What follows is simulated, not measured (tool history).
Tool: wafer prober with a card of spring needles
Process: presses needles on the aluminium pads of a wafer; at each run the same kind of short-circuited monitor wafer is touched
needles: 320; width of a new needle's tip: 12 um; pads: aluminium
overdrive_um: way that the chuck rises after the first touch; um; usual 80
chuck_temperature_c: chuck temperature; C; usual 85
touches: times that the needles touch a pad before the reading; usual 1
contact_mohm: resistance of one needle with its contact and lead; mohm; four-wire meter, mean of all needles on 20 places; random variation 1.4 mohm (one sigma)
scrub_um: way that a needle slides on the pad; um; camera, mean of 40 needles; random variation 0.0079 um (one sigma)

run     day  overdrive_um  chuck_temperature_c  touches  contact_mohm  scrub_um
  1   0.000            80                   85        1           128    11.160
      0.883  -- tips cleaned on abrasive film
      2.446  -- tips cleaned on abrasive film
  2   3.450            80                   85        1           127    11.177
      4.117  -- tips cleaned on abrasive film
      5.575  -- tips cleaned on abrasive film
  3   5.575            80                   85        1           129    11.165
      7.158  -- tips cleaned on abrasive film
  4   7.158            80                   85        1           129    11.173
      8.717  -- tips cleaned on abrasive film
  5   9.700            80                   85        1           130    11.170
     10.338  -- tips cleaned on abrasive film
     11.292  -- height of the first contact set anew
     11.858  -- tips cleaned on abrasive film
  6  12.925            80                   85        1           129    11.176
     13.529  -- tips cleaned on abrasive film
     15.100  -- tips cleaned on abrasive film
  7  15.742            71                   85        1           129     9.918
     16.658  -- tips cleaned on abrasive film
     18.129  -- tips cleaned on abrasive film
  8  18.825            71                   85        1           132     9.915
     19.546  -- tips cleaned on abrasive film
     21.083  -- tips cleaned on abrasive film
  9  21.996            80                   85        1           129    11.177
     22.542  -- tips cleaned on abrasive film
     24.088  -- tips cleaned on abrasive film
 10  24.833            74                   85        1           127    10.351
     25.667  -- tips cleaned on abrasive film
     27.246  -- tips cleaned on abrasive film
     27.258  -- height of the first contact set anew
 11  28.575            74                   85        1           127    10.375
     28.892  -- tips cleaned on abrasive film
     30.496  -- tips cleaned on abrasive film
 12  31.592            74                   85        1           132    10.341
     31.950  -- tips cleaned on abrasive film
     33.396  -- tips cleaned on abrasive film
 13  33.696            74                   85        1           126    10.361
     34.967  -- tips cleaned on abrasive film
 14  35.358            66                   40        1           127     9.247
     36.525  -- tips cleaned on abrasive film
 15  37.538            91                   49        3           122    12.758
     38.162  -- tips cleaned on abrasive film
     39.725  -- tips cleaned on abrasive film
 16  40.979            88                   71        1           129    12.335
     41.338  -- tips cleaned on abrasive film
 17  42.721            61                  107        2           131     8.556
     42.992  -- tips cleaned on abrasive film
     43.004  -- height of the first contact set anew
     44.471  -- tips cleaned on abrasive film
 18  44.471            61                  107        2           136     8.543
     46.075  -- tips cleaned on abrasive film
 19  46.896            89                   25        1           120    12.484
     47.517  -- tips cleaned on abrasive film
     49.012  -- tips cleaned on abrasive film
 20  49.871            89                   25        1           119    12.498
     50.579  -- tips cleaned on abrasive film
 21  51.862            80                   79        3           126    11.226
     52.112  -- tips cleaned on abrasive film
     53.575  -- tips cleaned on abrasive film
     55.204  -- tips cleaned on abrasive film
 22  55.238            80                   79        3           128    11.241
     56.788  -- tips cleaned on abrasive film
 23  56.788            80                   79        3           125    11.223
     58.379  -- tips cleaned on abrasive film
     58.938  -- height of the first contact set anew
 24  59.312            86                   57        2           125    12.077
     59.979  -- tips cleaned on abrasive film
     61.588  -- tips cleaned on abrasive film
 25  62.942            86                   57        2           126    12.091

Forecast each of these 5 alternatives for the next run:
     63.108  -- tips cleaned on abrasive film
     64.588  -- tips cleaned on abrasive film
  A  65.046            96                   43        2             ?         ?
     63.108  -- tips cleaned on abrasive film
     64.588  -- tips cleaned on abrasive film
  B  65.046            86                   28        2             ?         ?
     63.108  -- tips cleaned on abrasive film
     64.588  -- tips cleaned on abrasive film
  C  65.046            80                   36        1             ?         ?
     63.108  -- tips cleaned on abrasive film
     64.588  -- tips cleaned on abrasive film
  D  65.046            75                   85        1             ?         ?
     63.108  -- tips cleaned on abrasive film
     64.588  -- tips cleaned on abrasive film
  E  65.046            72                   26        2             ?         ?

run  contact_mohm  scrub_um
  A           122    13.490
  B           120    12.088
  C           122    11.255
  D           130    10.549
  E           122    10.119
Without the tool's hidden state the same runs would have given:
run  contact_mohm  scrub_um
  A           122    13.387
  B           120    11.996
  C           122    11.170
  D           130    10.469
  E           122    10.042
